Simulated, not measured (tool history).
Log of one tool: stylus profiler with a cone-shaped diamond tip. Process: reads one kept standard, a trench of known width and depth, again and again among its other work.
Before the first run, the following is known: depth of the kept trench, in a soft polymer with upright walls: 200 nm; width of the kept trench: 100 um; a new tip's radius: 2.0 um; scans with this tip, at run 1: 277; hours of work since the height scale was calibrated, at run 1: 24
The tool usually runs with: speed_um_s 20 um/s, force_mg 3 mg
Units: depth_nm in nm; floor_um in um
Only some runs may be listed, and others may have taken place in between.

run,hour,speed_um_s,force_mg,scans with this tip,hours of work since the height scale was calibrated,depth_nm,floor_um
1,0,20,3,277,24,201.16,98.16
2,11.5,20,3,339,30,201.23,98.09
3,27.9,20,3,428,37,201.21,98.11
4,37,20,1.26,477,42,200.68,98.13
5,49.6,20,1.26,545,47,200.65,98.11
6,56.8,20,3,584,51,201.23,98.12
7,69.8,14,3,654,57,201.2,98.14
8,78.4,14,3,700,61,201.11,98.08
9,91.7,14,3,772,67,201.24,98.14
10,106.5,14,3,852,74,201.13,98.07
11,114.3,27,3,894,78,201.1,98.06
12,128.4,8,6.76,971,85,202.06,98.05
13,135.3,32,8.67,1008,88,202.43,98.03
14,151.6,38,3.75,1096,95,201.49,97.98
15,165.5,38,3.75,1171,102,201.43,97.97
16,172.7,38,3.75,1210,105,201.31,97.96
17,189.1,38,3.75,1298,113,201.34,97.94
18,202.4,41,1.73,1370,119,200.73,97.86
19,212.5,61,1.6,1425,124,200.77,97.75
20,220.8,20,1.09,1470,128,200.6,97.95
21,235.8,40,4.36,1551,135,201.53,98

Each row is a separate what-if for the run after 21, all from the same tool condition, not one after another. Results?
A,247.1,17,1.23,1612,140,?,?
B,247.1,56,1.18,1612,140,?,?
C,247.1,46,2.99,1612,140,?,?
D,247.1,6,7.96,1612,140,?,?
E,247.1,40,1.74,1612,140,?,?

run,depth_nm,floor_um
A,200.65,97.89
B,200.59,97.69
C,201.03,97.85
D,202.27,98.02
E,200.75,97.85
Had the tool no hidden state, the same runs would have come out as:
run,depth_nm,floor_um
A,200.75,98.09
B,200.69,97.88
C,201.13,98.05
D,202.37,98.21
E,200.84,98.05
